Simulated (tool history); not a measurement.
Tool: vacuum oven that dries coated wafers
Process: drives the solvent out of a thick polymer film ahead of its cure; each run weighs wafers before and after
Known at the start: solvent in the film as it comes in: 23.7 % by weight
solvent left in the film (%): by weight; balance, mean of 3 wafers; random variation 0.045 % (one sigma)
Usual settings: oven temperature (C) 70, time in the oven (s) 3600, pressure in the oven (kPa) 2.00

run 1 hour=0.0 | oven_temperature_(C)=70 time_in_the_oven_(s)=3600 pressure_in_the_oven_(kPa)=2.00 | solvent_left_in_the_film_(%)=3.07
run 2 hour=13.9 | oven_temperature_(C)=70 time_in_the_oven_(s)=3600 pressure_in_the_oven_(kPa)=2.00 | solvent_left_in_the_film_(%)=3.16
run 3 hour=20.6 | oven_temperature_(C)=70 time_in_the_oven_(s)=3600 pressure_in_the_oven_(kPa)=2.00 | solvent_left_in_the_film_(%)=3.12
run 4 hour=36.1 | oven_temperature_(C)=70 time_in_the_oven_(s)=3600 pressure_in_the_oven_(kPa)=2.00 | solvent_left_in_the_film_(%)=3.10
run 5 hour=47.6 | oven_temperature_(C)=70 time_in_the_oven_(s)=3240 pressure_in_the_oven_(kPa)=2.00 | solvent_left_in_the_film_(%)=3.63
run 6 hour=61.1 | oven_temperature_(C)=70 time_in_the_oven_(s)=3240 pressure_in_the_oven_(kPa)=2.00 | solvent_left_in_the_film_(%)=3.66
run 7 hour=68.1 | oven_temperature_(C)=75 time_in_the_oven_(s)=3600 pressure_in_the_oven_(kPa)=2.00 | solvent_left_in_the_film_(%)=1.76
run 8 hour=83.1 | oven_temperature_(C)=75 time_in_the_oven_(s)=3600 pressure_in_the_oven_(kPa)=2.00 | solvent_left_in_the_film_(%)=1.79
run 9 hour=93.8 | oven_temperature_(C)=61 time_in_the_oven_(s)=2220 pressure_in_the_oven_(kPa)=5.99 | solvent_left_in_the_film_(%)=11.54
run 10 hour=104.5 | oven_temperature_(C)=61 time_in_the_oven_(s)=2220 pressure_in_the_oven_(kPa)=5.99 | solvent_left_in_the_film_(%)=11.27
run 11 hour=117.2 | oven_temperature_(C)=70 time_in_the_oven_(s)=3600 pressure_in_the_oven_(kPa)=5.05 | solvent_left_in_the_film_(%)=4.30
run 12 hour=129.0 | oven_temperature_(C)=61 time_in_the_oven_(s)=3600 pressure_in_the_oven_(kPa)=5.05 | solvent_left_in_the_film_(%)=8.11
run 13 hour=137.0 | oven_temperature_(C)=61 time_in_the_oven_(s)=3600 pressure_in_the_oven_(kPa)=5.05 | solvent_left_in_the_film_(%)=8.18
run 14 hour=148.6 | oven_temperature_(C)=78 time_in_the_oven_(s)=4260 pressure_in_the_oven_(kPa)=1.23 | solvent_left_in_the_film_(%)=0.73

Forecast each of these 4 alternatives for the next run:
run A hour=155.3 | oven_temperature_(C)=64 time_in_the_oven_(s)=4260 pressure_in_the_oven_(kPa)=2.14 | solvent_left_in_the_film_(%)=?
run B hour=155.3 | oven_temperature_(C)=78 time_in_the_oven_(s)=4260 pressure_in_the_oven_(kPa)=1.38 | solvent_left_in_the_film_(%)=?
run C hour=155.3 | oven_temperature_(C)=63 time_in_the_oven_(s)=5160 pressure_in_the_oven_(kPa)=3.70 | solvent_left_in_the_film_(%)=?
run D hour=155.3 | oven_temperature_(C)=63 time_in_the_oven_(s)=2100 pressure_in_the_oven_(kPa)=1.37 | solvent_left_in_the_film_(%)=?

run=A solvent_left_in_the_film_(%)=4.50
run=B solvent_left_in_the_film_(%)=0.81
run=C solvent_left_in_the_film_(%)=4.52
run=D solvent_left_in_the_film_(%)=9.24
Without the tool's hidden state the same runs would have given:
run=A solvent_left_in_the_film_(%)=4.64
run=B solvent_left_in_the_film_(%)=0.82
run=C solvent_left_in_the_film_(%)=4.65
run=D solvent_left_in_the_film_(%)=9.41

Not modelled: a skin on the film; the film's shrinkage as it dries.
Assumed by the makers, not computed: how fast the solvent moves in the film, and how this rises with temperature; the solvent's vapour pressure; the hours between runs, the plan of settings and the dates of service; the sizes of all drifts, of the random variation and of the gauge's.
